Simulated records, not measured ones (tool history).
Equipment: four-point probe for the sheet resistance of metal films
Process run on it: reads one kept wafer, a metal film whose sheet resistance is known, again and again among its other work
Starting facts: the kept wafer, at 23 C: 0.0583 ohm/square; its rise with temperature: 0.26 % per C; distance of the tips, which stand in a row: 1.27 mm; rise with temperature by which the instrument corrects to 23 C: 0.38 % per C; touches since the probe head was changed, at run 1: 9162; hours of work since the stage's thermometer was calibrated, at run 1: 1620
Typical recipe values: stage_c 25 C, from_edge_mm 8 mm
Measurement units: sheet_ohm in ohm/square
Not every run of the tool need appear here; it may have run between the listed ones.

run    day  stage_c  from_edge_mm  touches since the probe head was changed  hours of work since the stage's thermometer was calibrated  sheet_ohm
  1  0.000       25             8                                      9162                                                        1620   0.058861
  2  0.400       19             8                                      9502                                                        1626   0.059315
  3  0.688       19             8                                      9749                                                        1630   0.059273
     0.979  -- stage's thermometer calibrated
  4  1.179       19             8                                     10149                                                           3   0.059258
  5  1.512       25             8                                     10435                                                           8   0.058813
  6  2.000       30             8                                     10851                                                          15   0.058496
     2.388  -- stage's thermometer calibrated, once more
  7  2.388       25             8                                     11162                                                           0   0.058943
  8  2.996       25             8                                     11682                                                           9   0.058936
  9  3.354       25             8                                     11987                                                          14   0.058947
 10  3.725       25             8                                     12303                                                          20   0.058942
 11  4.025       25             8                                     12558                                                          24   0.058975
 12  4.625       18             6                                     13069                                                          33   0.060047
 13  4.904       29             8                                     13308                                                          37   0.058671
 14  5.342       29            31                                     13683                                                          44   0.057919
 15  5.896       22            31                                     14153                                                          52   0.058413
 16  6.154       25            15                                     14375                                                          56   0.058389
 17  6.762       27            25                                     14892                                                          65   0.058089
 18  7.112       27            25                                     15190                                                          70   0.058095
 19  7.567       30            32                                     15579                                                          77   0.057870
 20  7.992       21             3                                     15941                                                          83   0.063562
 21  8.329       21             3                                     16229                                                          88   0.063560

Consider 5 possible next runs. They are alternatives, not a sequence: every one starts from the tool as it was left by run 21. What does each give?
  A  8.842       21            12                                     16666                                                          96          ?
  B  8.842       24            72                                     16666                                                          96          ?
  C  8.842       25            26                                     16666                                                          96          ?
  D  8.842       18            16                                     16666                                                          96          ?
  E  8.842       22             7                                     16666                                                          96          ?

run  sheet_ohm
  A   0.058810
  B   0.058244
  C   0.058260
  D   0.058875
  E   0.059399
Stripped of hidden state, with their random variation kept, the same runs would have yielded:
run  sheet_ohm
  A   0.058799
  B   0.058233
  C   0.058249
  D   0.058864
  E   0.059387

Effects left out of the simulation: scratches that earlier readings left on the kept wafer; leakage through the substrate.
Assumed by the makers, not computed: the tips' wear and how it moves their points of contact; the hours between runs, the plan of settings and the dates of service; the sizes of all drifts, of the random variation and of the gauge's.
